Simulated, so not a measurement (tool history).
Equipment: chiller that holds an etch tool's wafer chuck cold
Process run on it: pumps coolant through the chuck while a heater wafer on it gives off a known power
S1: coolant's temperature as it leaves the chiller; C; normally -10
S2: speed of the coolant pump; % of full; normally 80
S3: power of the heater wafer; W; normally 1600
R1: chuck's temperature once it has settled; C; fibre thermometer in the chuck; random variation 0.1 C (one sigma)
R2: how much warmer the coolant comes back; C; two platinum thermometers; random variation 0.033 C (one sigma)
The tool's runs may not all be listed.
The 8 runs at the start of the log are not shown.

run 9 day=17.992 | S1=-10 S2=79 S3=1574 | R1=3.7 R2=4.53
run 10 day=19.546 | S1=-10 S2=79 S3=1574 | R1=3.8 R2=4.48
run 11 day=22.733 | S1=-10 S2=79 S3=1574 | R1=3.7 R2=4.44
run 12 day=24.346 | S1=-10 S2=79 S3=1574 | R1=3.7 R2=4.45
run 13 day=27.579 | S1=-10 S2=79 S3=1574 | R1=3.7 R2=4.51
run 14 day=29.404 | S1=-10 S2=79 S3=1574 | R1=3.9 R2=4.51
run 15 day=31.321 | S1=-10 S2=79 S3=1574 | R1=3.8 R2=4.51
run 16 day=34.642 | S1=-11 S2=75 S3=1630 | R1=3.7 R2=4.86
run 17 day=37.812 | S1=-11 S2=75 S3=1630 | R1=3.7 R2=4.95
-- day=38.242 coolant pump overhauled
run 18 day=40.138 | S1=-10 S2=65 S3=1013 | R1=-0.1 R2=3.65
run 19 day=43.458 | S1=-10 S2=80 S3=1141 | R1=0.2 R2=3.31
run 20 day=46.425 | S1=-17 S2=67 S3=1268 | R1=-4.2 R2=4.37
run 21 day=48.125 | S1=-17 S2=67 S3=1268 | R1=-4.4 R2=4.43
-- day=48.812 chiller's thermometer calibrated
run 22 day=50.038 | S1=-10 S2=93 S3=1600 | R1=3.1 R2=3.9
run 23 day=52.312 | S1=-10 S2=96 S3=1110 | R1=-1 R2=2.68
run 24 day=53.829 | S1=-8 S2=63 S3=888 | R1=1.1 R2=3.32
run 25 day=55.638 | S1=-10 S2=99 S3=983 | R1=-2.4 R2=2.32

Run 26 is up next; what results do you expect?
-- day=56.012 coolant pump overhauled, once more
run 26 day=58.362 | S1=-10 S2=87 S3=863 | R1=? R2=?

R1: -2.9 C
R2: 2.16 C
Without the tool's hidden state the same run would have given R1 -3.3 C, R2 2.16 C.

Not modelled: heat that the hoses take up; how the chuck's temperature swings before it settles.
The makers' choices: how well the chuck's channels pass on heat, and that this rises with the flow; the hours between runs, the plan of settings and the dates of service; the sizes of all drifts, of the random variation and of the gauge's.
